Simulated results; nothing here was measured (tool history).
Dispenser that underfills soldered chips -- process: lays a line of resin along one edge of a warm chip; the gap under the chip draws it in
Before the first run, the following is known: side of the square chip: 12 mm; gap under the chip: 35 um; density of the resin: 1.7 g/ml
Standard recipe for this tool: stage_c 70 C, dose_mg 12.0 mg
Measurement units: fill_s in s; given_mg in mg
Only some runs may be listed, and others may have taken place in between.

Run 1, day 0.000: usual settings. Result: fill_s 224.5 s, given_mg 11.83 mg.
Run 2, day 0.138: usual settings. Result: fill_s 258.9 s, given_mg 11.85 mg.
At day 0.221: new syringe of resin.
Run 3, day 0.312: usual settings but stage_c 57 C. Result: fill_s 366.4 s, given_mg 11.82 mg.
At day 0.567: new syringe of resin.
Run 4, day 0.600: usual settings but stage_c 67 C. Result: fill_s 228.8 s, given_mg 11.79 mg.
Run 5, day 0.792: usual settings. Result: fill_s 248.0 s, given_mg 11.79 mg.
At day 0.892: new syringe of resin.
At day 0.954: dispensing valve cleaned and set on the balance.
Run 6, day 1.025: usual settings but stage_c 56 C. Result: fill_s 371.9 s, given_mg 11.99 mg.
Run 7, day 1.158: usual settings but stage_c 56 C. Result: fill_s 436.6 s, given_mg 12.00 mg.
At day 1.262: new syringe of resin.
Run 8, day 1.333: usual settings but stage_c 56 C. Result: fill_s 366.9 s, given_mg 12.03 mg.
Run 9, day 1.558: usual settings but dose_mg 15.5 mg. Result: fill_s 262.0 s, given_mg 15.45 mg.
At day 1.608: new syringe of resin.
Run 10, day 1.692: usual settings but dose_mg 15.5 mg. Result: fill_s 206.4 s, given_mg 15.46 mg.
At day 1.946: new syringe of resin.
Run 11, day 1.996: usual settings but stage_c 57 C, dose_mg 15.5 mg. Result: fill_s 337.0 s, given_mg 15.40 mg.
Run 12, day 2.142: usual settings but stage_c 77 C, dose_mg 15.5 mg. Result: fill_s 177.6 s, given_mg 15.38 mg.
At day 2.275: new syringe of resin.
Run 13, day 2.342: usual settings but stage_c 77 C, dose_mg 15.5 mg. Result: fill_s 149.4 s, given_mg 15.37 mg.
Run 14, day 2.471: usual settings. Result: fill_s 239.3 s, given_mg 11.91 mg.
At day 2.621: new syringe of resin.
Run 15, day 2.621: usual settings. Result: fill_s 194.7 s, given_mg 11.87 mg.
Run 16, day 2.788: usual settings but dose_mg 13.5 mg. Result: fill_s 231.2 s, given_mg 13.37 mg.
At day 2.954: new syringe of resin.
Run 17, day 3.033: usual settings. Result: fill_s 210.5 s, given_mg 11.91 mg.
Run 18, day 3.171: usual settings but stage_c 71 C, dose_mg 13.1 mg. Result: fill_s 234.3 s, given_mg 12.98 mg.
At day 3.300: new syringe of resin.
Run 19, day 3.433: usual settings but stage_c 57 C, dose_mg 13.9 mg. Result: fill_s 371.5 s, given_mg 13.74 mg.
Run 20, day 3.571: usual settings but stage_c 80 C. Result: fill_s 178.7 s, given_mg 11.86 mg.
At day 3.629: new syringe of resin.
Run 21, day 3.779: usual settings but stage_c 74 C, dose_mg 14.8 mg. Result: fill_s 193.4 s, given_mg 14.60 mg.
Run 22, day 3.908: usual settings but stage_c 66 C, dose_mg 11.7 mg. Result: fill_s 319.8 s, given_mg 11.54 mg.
At day 3.958: new syringe of resin.
Run 23, day 4.096: usual settings but stage_c 83 C, dose_mg 14.6 mg. Result: fill_s 136.4 s, given_mg 14.39 mg.
At day 4.296: new syringe of resin.
Run 24, day 4.367: usual settings but stage_c 83 C, dose_mg 14.6 mg. Result: fill_s 124.0 s, given_mg 14.35 mg.
Run 25, day 4.575: usual settings but stage_c 81 C, dose_mg 12.9 mg. Result: fill_s 169.9 s, given_mg 12.68 mg.
At day 4.629: new syringe of resin.
Run 26, day 4.838: usual settings but stage_c 81 C, dose_mg 12.9 mg. Result: fill_s 157.6 s, given_mg 12.61 mg.
At day 4.971: new syringe of resin.
Run 27, day 4.979: usual settings but stage_c 59 C, dose_mg 15.2 mg. Result: fill_s 293.3 s, given_mg 14.93 mg.
At day 5.188: dispensing valve cleaned and set on the balance.
Run 28, day 5.217: usual settings but stage_c 59 C, dose_mg 15.2 mg. Result: fill_s 360.2 s, given_mg 15.29 mg.
At day 5.342: new syringe of resin.
Run 29, day 5.438: usual settings but dose_mg 10.9 mg. Result: fill_s 215.0 s, given_mg 10.92 mg.
At day 5.671: new syringe of resin.
Run 30, day 5.721: usual settings but dose_mg 10.9 mg. Result: fill_s 205.7 s, given_mg 10.91 mg.
Run 31, day 5.962: usual settings but dose_mg 10.9 mg. Result: fill_s 266.8 s, given_mg 10.94 mg.
At day 6.008: new syringe of resin.
Run 32, day 6.200: usual settings but stage_c 68 C, dose_mg 14.1 mg. Result: fill_s 247.6 s, given_mg 14.12 mg.
At day 6.346: new syringe of resin.
Run 33, day 6.492: usual settings but stage_c 77 C, dose_mg 14.3 mg. Result: fill_s 168.5 s, given_mg 14.24 mg.
At day 6.679: new syringe of resin.
Run 34, day 6.754: usual settings but stage_c 80 C. Result: fill_s 139.4 s, given_mg 11.98 mg.

5 ways to go on from here, each from the tool as it stands after run 34. What would each give?
Run A, day 6.975: usual settings but stage_c 62 C. Result: fill_s ?, given_mg ?.
Run B, day 6.975: usual settings but stage_c 78 C, dose_mg 15.4 mg. Result: fill_s ?, given_mg ?.
Run C, day 6.975: usual settings but stage_c 57 C. Result: fill_s ?, given_mg ?.
Run D, day 6.975: usual settings but stage_c 67 C, dose_mg 13.2 mg. Result: fill_s ?, given_mg ?.
Run E, day 6.975: usual settings but stage_c 58 C, dose_mg 11.6 mg. Result: fill_s ?, given_mg ?.

run  fill_s  given_mg
  A   366.0     11.95
  B   190.7     15.31
  C   440.5     11.94
  D   290.2     13.18
  E   428.5     11.51
Had the tool no hidden state, the same runs would have come out as:
run  fill_s  given_mg
  A   273.1     12.01
  B   142.1     15.38
  C   329.2     12.00
  D   216.5     13.24
  E   320.1     11.57
